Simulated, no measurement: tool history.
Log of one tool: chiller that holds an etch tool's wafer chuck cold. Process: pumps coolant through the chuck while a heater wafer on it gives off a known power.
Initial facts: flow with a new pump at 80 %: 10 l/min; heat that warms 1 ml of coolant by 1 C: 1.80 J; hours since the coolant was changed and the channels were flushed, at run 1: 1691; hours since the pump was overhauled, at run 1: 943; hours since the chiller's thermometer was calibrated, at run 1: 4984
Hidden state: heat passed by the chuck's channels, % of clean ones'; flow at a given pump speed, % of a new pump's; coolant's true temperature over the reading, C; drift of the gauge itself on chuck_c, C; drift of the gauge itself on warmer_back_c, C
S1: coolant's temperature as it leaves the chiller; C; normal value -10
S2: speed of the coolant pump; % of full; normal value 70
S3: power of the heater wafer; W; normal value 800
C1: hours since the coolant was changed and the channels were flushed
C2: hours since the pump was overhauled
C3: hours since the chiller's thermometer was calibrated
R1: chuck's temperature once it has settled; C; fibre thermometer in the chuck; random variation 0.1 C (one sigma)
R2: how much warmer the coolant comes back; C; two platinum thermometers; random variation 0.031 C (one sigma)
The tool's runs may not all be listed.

Run 1, day 0.000: usual settings; C1 1691; C2 943; C3 4984. Result: R1 0.9 C, R2 3.09 C.
Run 2, day 1.083: usual settings; C1 1717; C2 969; C3 5010. Result: R1 1.0 C, R2 3.12 C.
Run 3, day 1.754: usual settings; C1 1733; C2 985; C3 5027. Result: R1 1.0 C, R2 3.07 C.
Run 4, day 2.879: usual settings; C1 1760; C2 1012; C3 5053. Result: R1 1.1 C, R2 3.11 C.
Run 5, day 3.962: usual settings; C1 1786; C2 1038; C3 5079. Result: R1 1.0 C, R2 3.14 C.
Run 6, day 4.679: usual settings but S2 62 % of full; C1 1804; C2 1055; C3 5097. Result: R1 2.1 C, R2 3.42 C.
Run 7, day 5.404: usual settings but S2 62 % of full; C1 1821; C2 1072; C3 5114. Result: R1 1.9 C, R2 3.54 C.
Run 8, day 6.562: usual settings but S2 62 % of full; C1 1849; C2 1100; C3 5142. Result: R1 1.9 C, R2 3.52 C.
Run 9, day 7.512: usual settings; C1 1872; C2 1123; C3 5165. Result: R1 0.9 C, R2 3.13 C.
Run 10, day 8.667: usual settings; C1 1899; C2 1151; C3 5192. Result: R1 1.1 C, R2 3.07 C.
Run 11, day 9.725: usual settings but S3 741 W; C1 1925; C2 1176; C3 5218. Result: R1 0.3 C, R2 2.86 C.
Run 12, day 11.100: usual settings but S3 741 W; C1 1958; C2 1209; C3 5251. Result: R1 0.3 C, R2 2.84 C.
Run 13, day 12.050: usual settings but S3 741 W; C1 1981; C2 1232; C3 5274. Result: R1 0.0 C, R2 2.87 C.
Run 14, day 12.883: usual settings but S3 741 W; C1 2001; C2 1252; C3 5294. Result: R1 0.2 C, R2 2.89 C.
Run 15, day 13.900: usual settings but S3 741 W; C1 2025; C2 1276; C3 5318. Result: R1 0.3 C, R2 2.87 C.
Run 16, day 14.512: usual settings but S2 68 % of full, S3 741 W; C1 2040; C2 1291; C3 5333. Result: R1 0.6 C, R2 2.99 C.
Run 17, day 15.121: usual settings but S2 89 % of full, S3 616 W; C1 2054; C2 1306; C3 5347. Result: R1 -3.0 C, R2 1.81 C.
Run 18, day 16.075: usual settings but S1 -11 C, S2 87 % of full, S3 1046 W; C1 2077; C2 1328; C3 5370. Result: R1 1.1 C, R2 3.33 C.
Run 19, day 17.371: usual settings but S1 -20 C, S2 66 % of full, S3 1046 W; C1 2108; C2 1360; C3 5401. Result: R1 -4.9 C, R2 4.38 C.
Run 20, day 17.996: usual settings but S1 -20 C, S2 66 % of full, S3 1046 W; C1 2123; C2 1375; C3 5416. Result: R1 -4.7 C, R2 4.33 C.
Run 21, day 18.983: usual settings but S1 -19 C, S2 66 % of full, S3 447 W; C1 2147; C2 1398; C3 5440. Result: R1 -12.8 C, R2 1.83 C.
At day 19.104: chiller's thermometer calibrated.
Run 22, day 20.100: usual settings but S1 -15 C; C1 2173; C2 1424; C3 24. Result: R1 -3.8 C, R2 3.11 C.
Run 23, day 20.796: usual settings but S1 -15 C; C1 2189; C2 1441; C3 41. Result: R1 -3.9 C, R2 3.13 C.
Run 24, day 21.788: usual settings but S1 -1 C, S2 67 % of full, S3 901 W; C1 2213; C2 1465; C3 64. Result: R1 12.1 C, R2 3.59 C.
Run 25, day 22.908: usual settings but S1 -2 C, S2 62 % of full, S3 418 W; C1 2240; C2 1491; C3 91. Result: R1 4.6 C, R2 1.83 C.
Run 26, day 24.325: usual settings but S1 -2 C, S2 62 % of full, S3 418 W; C1 2274; C2 1525; C3 125. Result: R1 4.4 C, R2 1.85 C.
Run 27, day 25.333: usual settings but S1 -2 C; C1 2298; C2 1550; C3 150. Result: R1 9.2 C, R2 3.10 C.
Run 28, day 26.067: usual settings but S1 -11 C, S2 81 % of full, S3 1197 W; C1 2316; C2 1567; C3 167. Result: R1 4.1 C, R2 4.04 C.
Run 29, day 26.900: usual settings but S2 72 % of full, S3 457 W; C1 2336; C2 1587; C3 187. Result: R1 -3.7 C, R2 1.74 C.
Run 30, day 27.750: usual settings but S1 -7 C, S2 77 % of full, S3 507 W; C1 2356; C2 1608; C3 207. Result: R1 -0.2 C, R2 1.79 C.
Run 31, day 28.800: usual settings but S1 -11 C, S2 73 % of full, S3 1055 W; C1 2382; C2 1633; C3 233. Result: R1 3.5 C, R2 3.98 C.

Measured less the same run without the tool's hidden state. The same run-to-run variation is in both; the gauge's scatter may not be:
run    R1     R2
  1  +0.5  +0.05
  2  +0.5  +0.05
  3  +0.5  +0.05
  4  +0.5  +0.05
  5  +0.5  +0.04
  6  +0.6  +0.05
  7  +0.6  +0.06
  8  +0.6  +0.06
  9  +0.5  +0.05
 10  +0.5  +0.06
 11  +0.5  +0.06
 12  +0.5  +0.05
 13  +0.5  +0.06
 14  +0.5  +0.06
 15  +0.6  +0.05
 16  +0.6  +0.06
 17  +0.3  +0.03
 18  +0.7  +0.07
 19  +0.9  +0.09
 20  +1.0  +0.10
 21  +0.3  +0.04
 22  +0.9  +0.07
 23  +0.9  +0.07
 24  +1.0  +0.09
 25  +0.5  +0.04
 26  +0.5  +0.05
 27  +0.9  +0.08
 28  +1.2  +0.10
 29  +0.5  +0.04
 30  +0.6  +0.05
 31  +1.2  +0.10

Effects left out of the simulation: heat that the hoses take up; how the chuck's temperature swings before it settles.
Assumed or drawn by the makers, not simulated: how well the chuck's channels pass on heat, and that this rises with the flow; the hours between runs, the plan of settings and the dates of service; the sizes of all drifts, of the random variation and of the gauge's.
